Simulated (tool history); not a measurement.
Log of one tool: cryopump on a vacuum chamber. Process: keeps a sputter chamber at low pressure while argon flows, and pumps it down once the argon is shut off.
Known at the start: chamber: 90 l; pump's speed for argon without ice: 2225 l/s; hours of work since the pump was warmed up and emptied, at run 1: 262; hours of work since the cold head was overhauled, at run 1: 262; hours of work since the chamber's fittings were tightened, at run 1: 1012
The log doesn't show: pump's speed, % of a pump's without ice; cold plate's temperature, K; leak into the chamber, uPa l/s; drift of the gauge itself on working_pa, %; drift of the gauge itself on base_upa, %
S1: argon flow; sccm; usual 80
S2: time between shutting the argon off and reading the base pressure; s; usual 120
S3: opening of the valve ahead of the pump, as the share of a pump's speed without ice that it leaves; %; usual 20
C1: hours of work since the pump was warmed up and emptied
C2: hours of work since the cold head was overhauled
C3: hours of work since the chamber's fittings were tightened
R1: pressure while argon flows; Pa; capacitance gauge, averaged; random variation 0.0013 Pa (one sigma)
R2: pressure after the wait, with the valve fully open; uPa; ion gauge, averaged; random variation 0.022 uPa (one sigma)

| run | day | S1 | S2 | S3 | C1 | C2 | C3 | R1 | R2 |
|---|---|---|---|---|---|---|---|---|---|
| 1 | 0 | 80 | 120 | 20 | 262 | 262 | 1012 | 0.3143 | 1.25 |
| 2 | 1.838 | 80 | 120 | 20 | 281 | 281 | 1031 | 0.315 | 1.25 |
| 3 | 2.762 | 80 | 120 | 20 | 290 | 290 | 1040 | 0.3163 | 1.23 |
| 4 | 4.625 | 80 | 120 | 20 | 309 | 309 | 1059 | 0.3171 | 1.35 |
| 5 | 6.412 | 80 | 120 | 52 | 327 | 327 | 1077 | 0.1319 | 1.29 |
| 6 | 7.267 | 80 | 120 | 52 | 335 | 335 | 1086 | 0.1308 | 1.32 |
| 7 | 8.508 | 80 | 46 | 52 | 348 | 348 | 1098 | 0.1319 | 2.15 |
| 8 | 10.05 | 80 | 120 | 18 | 364 | 364 | 1114 | 0.3523 | 1.41 |
| 9 | 11.321 | 80 | 120 | 18 | 376 | 376 | 1127 | 0.3528 | 1.39 |
|  | 12.692 | leaking fittings of the chamber tightened, without venting |
| 10 | 13.042 | 80 | 196 | 18 | 393 | 393 | 4 | 0.3566 | 0.45 |
| 11 | 14.946 | 102 | 196 | 18 | 412 | 412 | 23 | 0.456 | 0.49 |
|  | 16.25 | pump warmed up, emptied and cooled again |
| 12 | 16.554 | 102 | 196 | 18 | 3 | 426 | 37 | 0.4304 | 0.4 |
| 13 | 17.558 | 102 | 196 | 18 | 13 | 436 | 47 | 0.4306 | 0.51 |
| 14 | 19.288 | 102 | 196 | 18 | 31 | 454 | 65 | 0.4334 | 0.49 |
| 15 | 20.804 | 102 | 196 | 18 | 46 | 469 | 80 | 0.4324 | 0.49 |
| 16 | 21.971 | 102 | 196 | 18 | 58 | 481 | 92 | 0.4349 | 0.52 |
| 17 | 23.721 | 80 | 120 | 17 | 75 | 499 | 109 | 0.3619 | 0.7 |
| 18 | 25.092 | 80 | 120 | 17 | 89 | 513 | 123 | 0.3633 | 0.7 |
| 19 | 26.208 | 46 | 144 | 49 | 101 | 524 | 134 | 0.0735 | 0.64 |
| 20 | 28.088 | 80 | 266 | 38 | 120 | 543 | 153 | 0.1643 | 0.46 |
| 21 | 29.658 | 80 | 266 | 38 | 136 | 559 | 169 | 0.1642 | 0.47 |
| 22 | 31.592 | 80 | 266 | 38 | 155 | 578 | 189 | 0.1652 | 0.51 |
| 23 | 32.483 | 151 | 266 | 38 | 164 | 587 | 198 | 0.3153 | 0.48 |
| 24 | 34.062 | 77 | 76 | 20 | 180 | 603 | 214 | 0.2967 | 1.03 |
| 25 | 35.417 | 93 | 76 | 24 | 194 | 617 | 227 | 0.3031 | 1.01 |
| 26 | 37.058 | 93 | 76 | 24 | 210 | 634 | 244 | 0.3044 | 1.05 |
| 27 | 38.679 | 93 | 87 | 23 | 227 | 650 | 260 | 0.3204 | 0.94 |
| 28 | 40.154 | 87 | 72 | 16 | 242 | 665 | 275 | 0.425 | 1.07 |
| 29 | 41.133 | 40 | 39 | 38 | 251 | 675 | 285 | 0.0858 | 1.77 |
| 30 | 42.233 | 38 | 78 | 20 | 263 | 686 | 296 | 0.1483 | 1.09 |
| 31 | 43.304 | 89 | 31 | 20 | 273 | 697 | 307 | 0.3482 | 2.14 |
| 32 | 44.654 | 89 | 31 | 20 | 287 | 710 | 321 | 0.3509 | 2.15 |
| 33 | 45.638 | 89 | 31 | 20 | 297 | 720 | 331 | 0.3533 | 2.19 |
| 34 | 46.796 | 89 | 31 | 20 | 309 | 732 | 342 | 0.3538 | 2.21 |
| 35 | 47.762 | 89 | 31 | 20 | 318 | 742 | 352 | 0.3551 | 2.2 |

3 ways to go on from here, each from the tool as it stands after run 35. What would each give?
| A | 49.292 | 113 | 160 | 59 | 334 | 757 | 368 | ? | ? |
| B | 49.292 | 33 | 73 | 37 | 334 | 757 | 368 | ? | ? |
| C | 49.292 | 80 | 192 | 21 | 334 | 757 | 368 | ? | ? |

| run | R1 | R2 |
|---|---|---|
| A | 0.1664 | 0.83 |
| B | 0.0733 | 1.21 |
| C | 0.3034 | 0.72 |
Without the tool's hidden state the same runs would have given:
| run | R1 | R2 |
|---|---|---|
| A | 0.1466 | 0.53 |
| B | 0.0675 | 0.92 |
| C | 0.2894 | 0.43 |

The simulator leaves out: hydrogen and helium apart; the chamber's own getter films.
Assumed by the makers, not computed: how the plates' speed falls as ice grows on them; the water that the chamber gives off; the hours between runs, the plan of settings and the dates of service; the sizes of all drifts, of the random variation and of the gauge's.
